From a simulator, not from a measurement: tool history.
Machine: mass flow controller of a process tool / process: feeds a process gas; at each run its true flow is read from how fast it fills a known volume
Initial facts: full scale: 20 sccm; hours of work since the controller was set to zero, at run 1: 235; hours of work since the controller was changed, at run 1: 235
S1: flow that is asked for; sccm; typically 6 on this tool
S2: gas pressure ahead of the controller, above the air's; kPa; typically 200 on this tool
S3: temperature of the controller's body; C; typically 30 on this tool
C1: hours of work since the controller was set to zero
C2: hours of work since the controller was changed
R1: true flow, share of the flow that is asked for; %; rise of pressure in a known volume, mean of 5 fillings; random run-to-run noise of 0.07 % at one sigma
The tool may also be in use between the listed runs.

run,hour,S1,S2,S3,C1,C2,R1
1,0,6,200,30,235,235,98.25
2,92,6,200,30,269,269,98.3
3,259.9,6,276,30,331,331,98.94
4,341.9,6,276,30,362,362,98.84
5,521.9,18,200,30,428,428,100.01
6,633.9,2,200,30,470,470,98.48
7,744.7,2,200,30,511,511,98.36
8,913.1,3,200,30,574,574,98.25
9,1000.1,3,200,30,606,606,98.35
10,1102.5,6,200,36,644,644,99.02
11,1277.7,6,200,24,709,709,97.68
12,1360.5,6,200,24,740,740,97.71
13,1493.6,3,200,24,789,789,97.7
14,1655.4,3,191,24,849,849,97.62
15,1747.7,3,191,24,883,883,97.79
16,1912.1,3,191,24,944,944,97.71
17,2092.2,6,200,30,1011,1011,98.34
18,2227.8,6,145,30,1062,1062,97.99
19,2359.3,6,213,30,1110,1110,98.56
# hour 2371.9: controller's zero set anew
20,2500.8,6,213,30,48,1163,98.61
21,2637.2,6,200,27,98,1213,98.28
22,2734.6,6,200,27,135,1250,98.25
# hour 2848.2: controller's zero set anew, once more
23,2871.6,6,200,27,9,1300,97.5
24,3007.3,6,200,27,59,1351,97.53
25,3149.8,3,153,30,112,1404,97.25
26,3295.3,4,254,21,166,1458,97.14
27,3372.7,3,151,36,195,1486,97.81
28,3515.5,3,151,36,248,1539,97.76
29,3614.9,3,197,36,285,1576,98.31
30,3738,3,197,36,330,1622,98.21
31,3858.7,6,207,27,375,1667,97.68
32,3938.3,6,207,27,405,1696,97.65
33,4048.1,2,271,36,445,1737,99.05
34,4163.5,2,152,23,488,1780,96.79
35,4312.4,6,215,35,544,1835,98.62
36,4451.6,6,215,33,595,1887,98.3
37,4534.7,6,200,35,626,1918,98.45
38,4666.7,6,200,35,675,1967,98.44
39,4806.2,6,210,27,727,2018,97.63
40,4985.4,6,210,27,793,2085,97.6
41,5142.2,6,178,30,852,2143,97.74
42,5323.2,6,178,30,919,2210,97.84
43,5495,6,207,38,983,2274,98.74
44,5664.8,3,243,30,1046,2337,98.31
45,5745.2,8,219,30,1075,2367,98.16
46,5841.2,10,200,39,1111,2403,99.23
47,5925.6,10,200,39,1142,2434,99.36
48,6010.9,2,151,29,1174,2466,98.03

The same runs without the tool's hidden state, with the same run-to-run variation:
What the log doesn't record here: flow at rest that the sensor doesn't see, % of full scale; true flow over the shown one, %; drift of the gauge itself on true_pct, %.
run,R1
1,98.17
2,98.22
3,98.85
4,98.75
5,100.13
6,97.68
7,97.53
8,97.75
9,97.83
10,98.89
11,97.55
12,97.58
13,97.1
14,96.98
15,97.13
16,97.02
17,98.18
18,97.83
19,98.39
20,98.24
21,97.9
22,97.86
23,97.87
24,97.9
25,97.45
26,97.4
27,97.96
28,97.88
29,98.42
30,98.29
31,98.01
32,97.98
33,98.78
34,96.48
35,98.93
36,98.61
37,98.76
38,98.74
39,97.93
40,97.89
41,98.03
42,98.12
43,99.02
44,98.03
45,98.56
46,99.72
47,99.85
48,97.1
